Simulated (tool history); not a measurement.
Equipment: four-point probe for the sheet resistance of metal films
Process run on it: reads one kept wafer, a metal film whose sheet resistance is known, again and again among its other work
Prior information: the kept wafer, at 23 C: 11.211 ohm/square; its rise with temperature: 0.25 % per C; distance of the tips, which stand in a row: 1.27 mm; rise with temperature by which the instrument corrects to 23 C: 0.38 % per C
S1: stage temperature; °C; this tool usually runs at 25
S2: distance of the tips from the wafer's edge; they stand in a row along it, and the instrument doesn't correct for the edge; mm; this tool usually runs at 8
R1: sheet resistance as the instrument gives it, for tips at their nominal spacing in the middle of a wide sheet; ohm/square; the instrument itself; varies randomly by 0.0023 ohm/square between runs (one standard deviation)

run 1 hour=0.0 | S1=25 S2=8 | R1=11.294248
run 2 hour=35.6 | S1=28 S2=8 | R1=11.245234
run 3 hour=69.6 | S1=19 S2=8 | R1=11.373892
run 4 hour=97.0 | S1=31 S2=8 | R1=11.206922
run 5 hour=114.9 | S1=25 S2=40 | R1=11.144859
run 6 hour=135.0 | S1=25 S2=40 | R1=11.145686
run 7 hour=163.5 | S1=25 S2=40 | R1=11.145237
run 8 hour=190.6 | S1=25 S2=40 | R1=11.146616
run 9 hour=224.5 | S1=25 S2=40 | R1=11.143171
run 10 hour=247.0 | S1=25 S2=40 | R1=11.139886
run 11 hour=280.0 | S1=25 S2=40 | R1=11.141259
run 12 hour=296.4 | S1=29 S2=40 | R1=11.086224
run 13 hour=331.7 | S1=25 S2=8 | R1=11.285406
run 14 hour=349.8 | S1=25 S2=18 | R1=11.161364
run 15 hour=371.6 | S1=25 S2=10 | R1=11.226002
run 16 hour=389.0 | S1=25 S2=10 | R1=11.227159
run 17 hour=422.6 | S1=25 S2=8 | R1=11.274345
run 18 hour=453.0 | S1=25 S2=8 | R1=11.280615
run 19 hour=488.0 | S1=25 S2=8 | R1=11.279816
run 20 hour=509.3 | S1=25 S2=8 | R1=11.280097
run 21 hour=526.6 | S1=25 S2=8 | R1=11.276279
run 22 hour=552.0 | S1=25 S2=5 | R1=11.501030
run 23 hour=576.7 | S1=25 S2=5 | R1=11.498498
run 24 hour=597.8 | S1=25 S2=5 | R1=11.498890
run 25 hour=622.4 | S1=19 S2=18 | R1=11.238903
run 26 hour=654.1 | S1=26 S2=33 | R1=11.121132
run 27 hour=675.7 | S1=33 S2=43 | R1=11.021328
run 28 hour=698.6 | S1=33 S2=43 | R1=11.020686
run 29 hour=733.7 | S1=28 S2=63 | R1=11.086890
run 30 hour=755.0 | S1=19 S2=15 | R1=11.251150
run 31 hour=769.9 | S1=21 S2=38 | R1=11.183346
run 32 hour=802.6 | S1=26 S2=55 | R1=11.112240
run 33 hour=822.4 | S1=26 S2=55 | R1=11.109107
run 34 hour=840.5 | S1=26 S2=55 | R1=11.110572
run 35 hour=862.1 | S1=26 S2=55 | R1=11.110830
run 36 hour=879.7 | S1=26 S2=55 | R1=11.105493
run 37 hour=913.0 | S1=24 S2=19 | R1=11.157228
run 38 hour=948.7 | S1=25 S2=5 | R1=11.486058
run 39 hour=967.5 | S1=29 S2=3 | R1=12.025139
run 40 hour=999.7 | S1=27 S2=72 | R1=11.092557
run 41 hour=1024.6 | S1=27 S2=72 | R1=11.089902
run 42 hour=1046.0 | S1=27 S2=72 | R1=11.089683
run 43 hour=1060.6 | S1=22 S2=3 | R1=12.130183
run 44 hour=1095.4 | S1=22 S2=3 | R1=12.129923

4 options for the next run, each taken on its own from the tool as it stands now. Forecast them:
run A hour=1125.6 | S1=22 S2=29 | R1=?
run B hour=1125.6 | S1=22 S2=5 | R1=?
run C hour=1125.6 | S1=27 S2=5 | R1=?
run D hour=1125.6 | S1=28 S2=57 | R1=?

run=A R1=11.161781
run=B R1=11.519766
run=C R1=11.459122
run=D R1=11.072951
What these runs would have given with no unlogged condition in the tool:
run=A R1=11.234572
run=B R1=11.594725
run=C R1=11.533551
run=D R1=11.145012

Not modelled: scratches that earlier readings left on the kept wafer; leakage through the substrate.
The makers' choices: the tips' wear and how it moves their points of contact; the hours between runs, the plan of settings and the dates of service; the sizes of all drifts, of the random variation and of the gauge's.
